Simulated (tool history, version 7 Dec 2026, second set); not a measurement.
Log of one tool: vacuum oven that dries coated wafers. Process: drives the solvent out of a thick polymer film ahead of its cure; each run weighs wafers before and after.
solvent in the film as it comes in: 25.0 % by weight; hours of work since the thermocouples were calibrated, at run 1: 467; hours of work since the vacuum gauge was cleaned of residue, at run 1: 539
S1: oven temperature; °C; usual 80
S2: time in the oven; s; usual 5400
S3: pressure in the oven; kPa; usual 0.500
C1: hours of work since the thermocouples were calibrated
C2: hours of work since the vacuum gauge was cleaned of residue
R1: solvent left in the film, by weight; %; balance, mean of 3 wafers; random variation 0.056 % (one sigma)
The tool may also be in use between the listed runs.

run,day,S1,S2,S3,C1,C2,R1
1,0.000,80,5400,0.500,467,539,2.86
2,0.675,80,5400,0.500,476,548,2.82
3,1.554,80,5400,0.500,488,559,2.84
4,2.112,80,5400,0.500,495,567,2.80
5,3.208,80,5400,0.500,509,581,2.77
6,3.842,80,5400,0.500,518,589,2.92
7,4.488,80,5400,0.500,526,598,2.78
8,5.158,80,5400,1.861,535,607,3.51
9,6.275,80,5400,0.500,550,621,2.84
10,6.738,81,8040,0.974,556,628,1.31
11,7.446,81,3300,1.513,565,637,5.89
12,8.033,89,2880,0.376,573,645,2.92
13,8.775,89,2880,0.376,583,654,2.76
14,9.304,89,2880,0.376,589,661,2.71
15,10.300,77,7320,0.527,603,674,2.47
16,11.254,72,8400,0.619,615,687,3.77
17,12.138,72,4020,0.372,627,698,8.86

3 ways to go on from here, each from the tool as it stands after run 17. What would each give?
A,13.225,73,8820,0.372,641,713,?
B,13.225,82,4020,0.836,641,713,?
C,13.225,73,4020,0.372,641,713,?

run,R1
A,2.96
B,3.82
C,8.24
Without the tool's hidden state the same runs would have given:
run,R1
A,2.52
B,3.41
C,7.72
